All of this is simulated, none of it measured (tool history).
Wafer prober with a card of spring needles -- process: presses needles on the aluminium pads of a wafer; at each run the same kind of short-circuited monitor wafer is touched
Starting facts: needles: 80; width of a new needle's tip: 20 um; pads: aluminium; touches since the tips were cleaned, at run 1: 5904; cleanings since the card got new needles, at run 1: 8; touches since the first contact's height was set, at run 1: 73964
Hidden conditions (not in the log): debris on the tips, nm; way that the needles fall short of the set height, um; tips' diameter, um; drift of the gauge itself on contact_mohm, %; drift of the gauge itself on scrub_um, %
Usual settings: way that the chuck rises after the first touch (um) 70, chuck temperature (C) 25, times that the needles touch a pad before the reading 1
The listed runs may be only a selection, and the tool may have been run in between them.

| run | hour | way that the chuck rises after the first touch (um) | chuck temperature (C) | times that the needles touch a pad before the reading | touches since the tips were cleaned | cleanings since the card got new needles | touches since the first contact's height was set | resistance of one needle with its contact and lead (mohm) | way that a needle slides on the pad (um) |
|---|---|---|---|---|---|---|---|---|---|
| 1 | 0.0 | 70 | 25 | 1 | 5904 | 8 | 73964 | 258 | 15.29 |
|  | 2.5 | tips cleaned on abrasive film |
| 2 | 4.6 | 70 | 25 | 1 | 1081 | 9 | 76246 | 259 | 15.30 |
| 3 | 11.0 | 70 | 25 | 1 | 4307 | 9 | 79472 | 262 | 15.26 |
|  | 16.8 | tips cleaned on abrasive film |
| 4 | 18.2 | 70 | 25 | 1 | 729 | 10 | 83093 | 262 | 15.30 |
| 5 | 25.3 | 70 | 25 | 1 | 4292 | 10 | 86656 | 259 | 15.26 |
| 6 | 30.6 | 70 | 25 | 1 | 6978 | 10 | 89342 | 261 | 15.22 |
|  | 31.4 | tips cleaned on abrasive film |
| 7 | 35.8 | 70 | 25 | 1 | 2194 | 11 | 91928 | 260 | 15.20 |
| 8 | 39.7 | 70 | 25 | 1 | 4193 | 11 | 93927 | 258 | 15.24 |
| 9 | 45.2 | 70 | 25 | 1 | 6979 | 11 | 96713 | 260 | 15.16 |
|  | 45.8 | tips cleaned on abrasive film |
| 10 | 51.9 | 70 | 25 | 1 | 3090 | 12 | 100045 | 262 | 15.26 |
| 11 | 58.7 | 70 | 25 | 1 | 6519 | 12 | 103474 | 261 | 15.19 |
|  | 60.0 | tips cleaned on abrasive film |
| 12 | 63.6 | 70 | 25 | 1 | 1813 | 13 | 105918 | 260 | 15.13 |
| 13 | 68.3 | 70 | 25 | 3 | 4209 | 13 | 108314 | 258 | 15.18 |
| 14 | 72.2 | 70 | 42 | 3 | 6165 | 13 | 110270 | 262 | 15.23 |
|  | 74.1 | tips cleaned on abrasive film |
| 15 | 80.1 | 70 | 42 | 3 | 3033 | 14 | 114222 | 265 | 15.16 |
| 16 | 85.7 | 70 | 85 | 1 | 5867 | 14 | 117056 | 274 | 15.16 |
|  | 88.2 | tips cleaned on abrasive film |
| 17 | 91.1 | 70 | 25 | 1 | 1477 | 15 | 119751 | 258 | 15.16 |
| 18 | 99.9 | 70 | 25 | 2 | 5928 | 15 | 124202 | 260 | 15.16 |
|  | 102.5 | tips cleaned on abrasive film |
| 19 | 105.9 | 70 | 25 | 2 | 1685 | 16 | 127160 | 263 | 15.07 |
| 20 | 109.8 | 70 | 25 | 2 | 3684 | 16 | 129159 | 260 | 15.11 |
|  | 116.8 | tips cleaned on abrasive film |
| 21 | 118.5 | 79 | 30 | 1 | 860 | 17 | 133503 | 263 | 17.04 |
| 22 | 123.0 | 79 | 30 | 1 | 3149 | 17 | 135792 | 260 | 17.04 |
|  | 131.0 | tips cleaned on abrasive film |
| 23 | 131.0 | 79 | 51 | 2 | 7 | 18 | 139795 | 264 | 17.07 |
| 24 | 136.6 | 79 | 51 | 2 | 2832 | 18 | 142620 | 268 | 16.96 |
| 25 | 144.5 | 70 | 56 | 2 | 6805 | 18 | 146593 | 274 | 15.08 |
|  | 145.6 | tips cleaned on abrasive film |
| 26 | 150.2 | 82 | 39 | 2 | 2326 | 19 | 149438 | 262 | 17.61 |
| 27 | 158.7 | 82 | 39 | 2 | 6638 | 19 | 153750 | 261 | 17.66 |
|  | 160.3 | tips cleaned on abrasive film |
|  | 166.0 | height of the first contact set anew |
| 28 | 166.8 | 61 | 25 | 1 | 3162 | 20 | 435 | 263 | 13.08 |
|  | 174.8 | tips cleaned on abrasive film |
| 29 | 175.9 | 61 | 25 | 1 | 544 | 21 | 4972 | 263 | 13.14 |
|  | 183.0 | gauge calibrated |
| 30 | 184.9 | 65 | 25 | 1 | 5138 | 21 | 9566 | 263 | 14.22 |
| 31 | 188.7 | 76 | 27 | 2 | 7058 | 21 | 11486 | 264 | 16.53 |
|  | 189.2 | tips cleaned on abrasive film |
| 32 | 197.6 | 70 | 25 | 2 | 4231 | 22 | 15913 | 261 | 15.30 |
|  | 204.1 | tips cleaned on abrasive film |
| 33 | 205.1 | 71 | 27 | 2 | 527 | 23 | 19681 | 260 | 15.43 |
| 34 | 213.8 | 59 | 27 | 2 | 4930 | 23 | 24084 | 263 | 12.86 |

4 ways to go on from here, each from the tool as it stands after run 34. What would each give?
|  | 218.8 | tips cleaned on abrasive film |
| A | 221.3 | 70 | 32 | 2 | 1267 | 24 | 27821 | ? | ? |
|  | 218.8 | tips cleaned on abrasive film |
| B | 221.3 | 89 | 95 | 2 | 1267 | 24 | 27821 | ? | ? |
|  | 218.8 | tips cleaned on abrasive film |
| C | 221.3 | 70 | 25 | 3 | 1267 | 24 | 27821 | ? | ? |
|  | 218.8 | tips cleaned on abrasive film |
| D | 221.3 | 58 | 25 | 1 | 1267 | 24 | 27821 | ? | ? |

| run | resistance of one needle with its contact and lead (mohm) | way that a needle slides on the pad (um) |
|---|---|---|
| A | 268 | 15.16 |
| B | 278 | 19.36 |
| C | 264 | 15.19 |
| D | 268 | 12.67 |
With no hidden state in the tool, these same runs would have given:
| run | resistance of one needle with its contact and lead (mohm) | way that a needle slides on the pad (um) |
|---|---|---|
| A | 268 | 15.21 |
| B | 278 | 19.43 |
| C | 264 | 15.25 |
| D | 267 | 12.71 |
